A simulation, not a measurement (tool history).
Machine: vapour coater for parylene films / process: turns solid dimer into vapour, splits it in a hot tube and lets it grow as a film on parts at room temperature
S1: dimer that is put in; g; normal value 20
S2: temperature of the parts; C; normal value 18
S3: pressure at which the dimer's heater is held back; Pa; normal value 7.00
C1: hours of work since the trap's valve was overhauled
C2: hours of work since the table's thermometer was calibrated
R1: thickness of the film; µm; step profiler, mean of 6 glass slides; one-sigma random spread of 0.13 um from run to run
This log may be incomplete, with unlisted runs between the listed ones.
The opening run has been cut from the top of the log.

| run | hour | S1 | S2 | S3 | C1 | C2 | R1 |
|---|---|---|---|---|---|---|---|
| 2 | 24.5 | 20 | 18 | 7.00 | 81 | 1155 | 15.51 |
| 3 | 51.5 | 20 | 18 | 7.00 | 103 | 1177 | 15.44 |
| 4 | 81.1 | 20 | 18 | 7.00 | 127 | 1201 | 15.63 |
| 5 | 99.2 | 20 | 18 | 7.00 | 142 | 1215 | 15.51 |
| 6 | 120.0 | 20 | 18 | 7.00 | 159 | 1232 | 15.47 |
| 7 | 148.3 | 20 | 18 | 7.00 | 182 | 1255 | 15.45 |
| 8 | 167.6 | 20 | 18 | 7.00 | 197 | 1271 | 15.32 |
| 9 | 203.0 | 20 | 18 | 7.00 | 226 | 1300 | 15.52 |
| 10 | 228.5 | 20 | 18 | 7.00 | 247 | 1321 | 15.48 |
| 11 | 248.3 | 20 | 18 | 6.11 | 263 | 1337 | 15.40 |
| 12 | 267.9 | 13 | 18 | 6.11 | 279 | 1353 | 10.27 |
| 13 | 291.5 | 13 | 18 | 6.11 | 298 | 1372 | 10.04 |
| 14 | 325.3 | 13 | 18 | 6.11 | 326 | 1399 | 10.31 |
| 15 | 345.7 | 13 | 18 | 6.11 | 342 | 1416 | 10.30 |
|  | 365.3 | trap's valve overhauled |
| 16 | 371.3 | 20 | 11 | 7.00 | 5 | 1433 | 20.11 |
| 17 | 406.0 | 20 | 11 | 5.06 | 33 | 1462 | 21.11 |
| 18 | 428.5 | 11 | 18 | 7.00 | 51 | 1480 | 8.66 |
| 19 | 459.6 | 11 | 18 | 7.00 | 77 | 1505 | 8.46 |
| 20 | 488.7 | 20 | 18 | 2.13 | 100 | 1529 | 18.10 |
|  | 522.0 | table's thermometer calibrated |
| 21 | 522.0 | 20 | 18 | 3.26 | 127 | 0 | 17.12 |
| 22 | 548.6 | 20 | 18 | 3.26 | 148 | 22 | 16.92 |
| 23 | 576.5 | 27 | 29 | 6.05 | 171 | 44 | 14.09 |
| 24 | 605.0 | 19 | 18 | 2.97 | 194 | 68 | 16.29 |

What does the tool deliver on the next run?
| 25 | 639.2 | 34 | 18 | 2.97 | 222 | 95 | ? |

R1: 28.97 µm
Were there no unlogged condition in the tool, this run, its random variation unchanged, would have produced R1 29.09 µm.
